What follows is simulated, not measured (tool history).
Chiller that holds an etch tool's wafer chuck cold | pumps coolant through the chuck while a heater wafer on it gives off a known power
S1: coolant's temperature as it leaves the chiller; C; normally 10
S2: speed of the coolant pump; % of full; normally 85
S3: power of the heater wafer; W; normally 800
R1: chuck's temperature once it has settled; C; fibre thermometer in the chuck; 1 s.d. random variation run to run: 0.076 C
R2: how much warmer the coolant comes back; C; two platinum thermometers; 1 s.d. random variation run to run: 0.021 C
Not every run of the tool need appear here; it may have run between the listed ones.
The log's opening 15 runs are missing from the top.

run,hour,S1,S2,S3,R1,R2
16,378.4,10,85,800,15.93,3.35
17,401.2,10,81,800,16.19,3.52
18,428.6,10,81,800,16.16,3.53
19,460.2,18,71,764,24.58,3.83
20,477.3,18,71,764,24.67,3.91
21,495.8,18,71,764,24.73,3.90
22,523.6,18,71,764,24.77,3.85
23,548.7,18,71,764,24.77,3.84
24,580.0,18,71,764,24.53,3.85
25,607.8,20,93,589,23.99,2.13
26,643.9,3,90,829,8.91,3.20
# hour 673.0: chiller's thermometer calibrated
27,679.2,3,90,829,8.83,3.19
28,705.4,13,77,587,17.78,2.64
29,735.8,13,77,587,17.83,2.64
30,769.2,13,77,587,17.66,2.64
31,806.1,13,73,587,17.88,2.77
32,824.0,13,73,587,17.96,2.76

Predict each of these 3 candidate next runs independently; none follows another, all start after run 32:
A,855.9,10,85,1013,?,?
B,855.9,10,72,800,?,?
C,855.9,8,98,800,?,?

run,R1,R2
A,17.57,4.12
B,16.88,3.90
C,13.24,2.73
With no hidden state in the tool, these same runs would have given:
run,R1,R2
A,17.55,4.33
B,16.86,4.11
C,13.23,2.95
